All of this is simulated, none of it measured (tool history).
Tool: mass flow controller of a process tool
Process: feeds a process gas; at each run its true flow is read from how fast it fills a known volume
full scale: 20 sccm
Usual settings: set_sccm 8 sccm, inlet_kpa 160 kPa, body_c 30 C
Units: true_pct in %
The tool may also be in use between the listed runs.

{"run": 1, "hour": 0.0, "set_sccm": 8, "inlet_kpa": 160, "body_c": 30, "true_pct": 97.78}
{"run": 2, "hour": 53.1, "set_sccm": 12, "inlet_kpa": 160, "body_c": 30, "true_pct": 98.81}
{"run": 3, "hour": 135.6, "set_sccm": 8, "inlet_kpa": 160, "body_c": 30, "true_pct": 97.78}
{"run": 4, "hour": 205.6, "set_sccm": 8, "inlet_kpa": 160, "body_c": 36, "true_pct": 98.28}
{"run": 5, "hour": 271.9, "set_sccm": 8, "inlet_kpa": 160, "body_c": 36, "true_pct": 98.35}
{"run": 6, "hour": 335.6, "set_sccm": 8, "inlet_kpa": 160, "body_c": 30, "true_pct": 97.67}
{"hour": 342.3, "done": "controller's zero set anew"}
{"run": 7, "hour": 428.8, "set_sccm": 11, "inlet_kpa": 160, "body_c": 30, "true_pct": 98.31}
{"run": 8, "hour": 497.1, "set_sccm": 11, "inlet_kpa": 160, "body_c": 30, "true_pct": 98.31}
{"hour": 561.9, "done": "controller's zero set anew, once more"}
{"run": 9, "hour": 570.0, "set_sccm": 9, "inlet_kpa": 160, "body_c": 30, "true_pct": 99.12}

Run 10 comes next. What will it give?
{"run": 10, "hour": 665.7, "set_sccm": 9, "inlet_kpa": 160, "body_c": 30, "true_pct": "?"}

true_pct: 99.11 %
Without the tool's hidden state the same run would have given true_pct 98.36 %.
